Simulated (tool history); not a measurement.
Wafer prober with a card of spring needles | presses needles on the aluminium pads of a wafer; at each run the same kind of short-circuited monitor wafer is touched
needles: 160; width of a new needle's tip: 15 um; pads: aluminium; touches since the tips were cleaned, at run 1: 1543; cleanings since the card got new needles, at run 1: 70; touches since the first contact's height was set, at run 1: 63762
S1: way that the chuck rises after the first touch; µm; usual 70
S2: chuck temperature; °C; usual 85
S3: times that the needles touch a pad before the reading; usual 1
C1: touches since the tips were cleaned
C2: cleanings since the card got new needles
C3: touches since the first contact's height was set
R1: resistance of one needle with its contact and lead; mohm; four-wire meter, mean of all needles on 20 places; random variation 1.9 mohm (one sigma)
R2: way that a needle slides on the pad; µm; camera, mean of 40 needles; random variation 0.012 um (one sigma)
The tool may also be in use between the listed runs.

{"run": 1, "hour": 0.0, "S1": 70, "S2": 85, "S3": 1, "C1": 1543, "C2": 70, "C3": 63762, "R1": 222, "R2": 9.25}
{"hour": 11.5, "done": "tips cleaned on abrasive film"}
{"hour": 14.2, "done": "height of the first contact set anew"}
{"run": 2, "hour": 22.8, "S1": 70, "S2": 85, "S3": 1, "C1": 4894, "C2": 71, "C3": 3804, "R1": 254, "R2": 9.43}
{"hour": 27.7, "done": "tips cleaned on abrasive film"}
{"run": 3, "hour": 39.6, "S1": 70, "S2": 85, "S3": 1, "C1": 5276, "C2": 72, "C3": 11223, "R1": 240, "R2": 9.41}
{"hour": 42.1, "done": "tips cleaned on abrasive film"}
{"hour": 56.5, "done": "tips cleaned on abrasive film"}
{"run": 4, "hour": 60.6, "S1": 54, "S2": 85, "S3": 1, "C1": 1812, "C2": 74, "C3": 20478, "R1": 231, "R2": 7.23}
{"hour": 72.5, "done": "tips cleaned on abrasive film"}
{"hour": 89.3, "done": "tips cleaned on abrasive film"}
{"run": 5, "hour": 92.0, "S1": 54, "S2": 85, "S3": 1, "C1": 1179, "C2": 76, "C3": 34299, "R1": 223, "R2": 7.2}
{"hour": 104.2, "done": "tips cleaned on abrasive film"}
{"run": 6, "hour": 113.8, "S1": 70, "S2": 85, "S3": 1, "C1": 4286, "C2": 77, "C3": 43959, "R1": 231, "R2": 9.35}
{"hour": 118.5, "done": "tips cleaned on abrasive film"}
{"hour": 134.7, "done": "tips cleaned on abrasive film"}
{"run": 7, "hour": 134.7, "S1": 70, "S2": 72, "S3": 1, "C1": 0, "C2": 79, "C3": 53167, "R1": 205, "R2": 9.3}
{"hour": 149.9, "done": "tips cleaned on abrasive film"}
{"hour": 160.5, "done": "tips cleaned on abrasive film, once more"}
{"run": 8, "hour": 160.6, "S1": 79, "S2": 85, "S3": 1, "C1": 21, "C2": 81, "C3": 64548, "R1": 207, "R2": 10.46}
{"hour": 174.1, "done": "height of the first contact set anew"}
{"hour": 176.6, "done": "tips cleaned on abrasive film"}
{"run": 9, "hour": 179.9, "S1": 88, "S2": 85, "S3": 1, "C1": 1455, "C2": 82, "C3": 2538, "R1": 211, "R2": 11.83}
{"hour": 191.2, "done": "tips cleaned on abrasive film"}
{"hour": 206.1, "done": "tips cleaned on abrasive film"}
{"run": 10, "hour": 206.1, "S1": 88, "S2": 85, "S3": 1, "C1": 0, "C2": 84, "C3": 14066, "R1": 207, "R2": 11.81}
{"hour": 221.5, "done": "tips cleaned on abrasive film"}
{"run": 11, "hour": 228.4, "S1": 88, "S2": 85, "S3": 1, "C1": 3064, "C2": 85, "C3": 23927, "R1": 219, "R2": 11.76}
{"hour": 237.2, "done": "tips cleaned on abrasive film"}
{"hour": 253.3, "done": "tips cleaned on abrasive film"}
{"run": 12, "hour": 259.0, "S1": 70, "S2": 85, "S3": 1, "C1": 2532, "C2": 87, "C3": 37451, "R1": 224, "R2": 9.31}
{"hour": 269.0, "done": "tips cleaned on abrasive film"}
{"run": 13, "hour": 281.6, "S1": 70, "S2": 85, "S3": 1, "C1": 5605, "C2": 88, "C3": 47422, "R1": 238, "R2": 9.29}
{"hour": 283.9, "done": "tips cleaned on abrasive film"}
{"hour": 298.4, "done": "tips cleaned on abrasive film"}
{"run": 14, "hour": 303.2, "S1": 70, "S2": 85, "S3": 1, "C1": 2142, "C2": 90, "C3": 56952, "R1": 225, "R2": 9.3}
{"hour": 314.7, "done": "tips cleaned on abrasive film"}
{"run": 15, "hour": 327.7, "S1": 70, "S2": 85, "S3": 1, "C1": 5756, "C2": 91, "C3": 67752, "R1": 240, "R2": 9.27}
{"hour": 330.4, "done": "tips cleaned on abrasive film"}
{"hour": 333.7, "done": "height of the first contact set anew"}
{"run": 16, "hour": 342.0, "S1": 65, "S2": 85, "S3": 1, "C1": 5009, "C2": 92, "C3": 3686, "R1": 246, "R2": 8.73}
{"hour": 344.8, "done": "tips cleaned on abrasive film"}
{"hour": 359.4, "done": "tips cleaned on abrasive film"}
{"run": 17, "hour": 365.7, "S1": 76, "S2": 85, "S3": 1, "C1": 2807, "C2": 94, "C3": 14135, "R1": 229, "R2": 10.21}
{"hour": 375.4, "done": "tips cleaned on abrasive film"}
{"run": 18, "hour": 385.7, "S1": 66, "S2": 56, "S3": 1, "C1": 4589, "C2": 95, "C3": 22992, "R1": 238, "R2": 8.85}
{"hour": 390.3, "done": "tips cleaned on abrasive film"}
{"run": 19, "hour": 404.1, "S1": 66, "S2": 56, "S3": 1, "C1": 6139, "C2": 96, "C3": 31102, "R1": 239, "R2": 8.82}
{"hour": 406.2, "done": "tips cleaned on abrasive film"}
{"run": 20, "hour": 417.8, "S1": 76, "S2": 27, "S3": 1, "C1": 5129, "C2": 97, "C3": 37133, "R1": 223, "R2": 10.14}
{"hour": 421.6, "done": "tips cleaned on abrasive film"}
{"hour": 437.2, "done": "tips cleaned on abrasive film"}
{"run": 21, "hour": 446.2, "S1": 69, "S2": 27, "S3": 1, "C1": 4002, "C2": 99, "C3": 49676, "R1": 227, "R2": 9.16}
{"hour": 452.6, "done": "tips cleaned on abrasive film"}
{"run": 22, "hour": 463.9, "S1": 70, "S2": 85, "S3": 1, "C1": 5006, "C2": 100, "C3": 57475, "R1": 243, "R2": 9.3}
{"hour": 468.1, "done": "tips cleaned on abrasive film"}
{"hour": 484.1, "done": "tips cleaned on abrasive film"}
{"hour": 492.9, "done": "height of the first contact set anew"}
{"run": 23, "hour": 492.9, "S1": 77, "S2": 85, "S3": 1, "C1": 3793, "C2": 102, "C3": 0, "R1": 230, "R2": 10.35}
{"hour": 499.5, "done": "tips cleaned on abrasive film"}
{"run": 24, "hour": 507.5, "S1": 77, "S2": 85, "S3": 1, "C1": 3556, "C2": 103, "C3": 6430, "R1": 226, "R2": 10.34}
{"hour": 514.5, "done": "tips cleaned on abrasive film"}
{"hour": 529.6, "done": "tips cleaned on abrasive film"}
{"run": 25, "hour": 539.9, "S1": 70, "S2": 49, "S3": 1, "C1": 4569, "C2": 105, "C3": 20752, "R1": 231, "R2": 9.38}
{"hour": 545.3, "done": "tips cleaned on abrasive film"}
{"hour": 560.4, "done": "tips cleaned on abrasive film"}
{"run": 26, "hour": 568.8, "S1": 59, "S2": 40, "S3": 1, "C1": 3750, "C2": 107, "C3": 33481, "R1": 242, "R2": 7.89}
{"hour": 576.9, "done": "tips cleaned on abrasive film"}
{"run": 27, "hour": 585.1, "S1": 59, "S2": 40, "S3": 1, "C1": 3660, "C2": 108, "C3": 40691, "R1": 241, "R2": 7.85}

Forecast run 28:
{"hour": 591.1, "done": "tips cleaned on abrasive film"}
{"run": 28, "hour": 603.9, "S1": 59, "S2": 40, "S3": 1, "C1": 5704, "C2": 109, "C3": 48979, "R1": "?", "R2": "?"}

R1: 249 mohm
R2: 7.84 µm
Without the tool's hidden state the same run would have given R1 194 mohm, R2 7.95 µm.
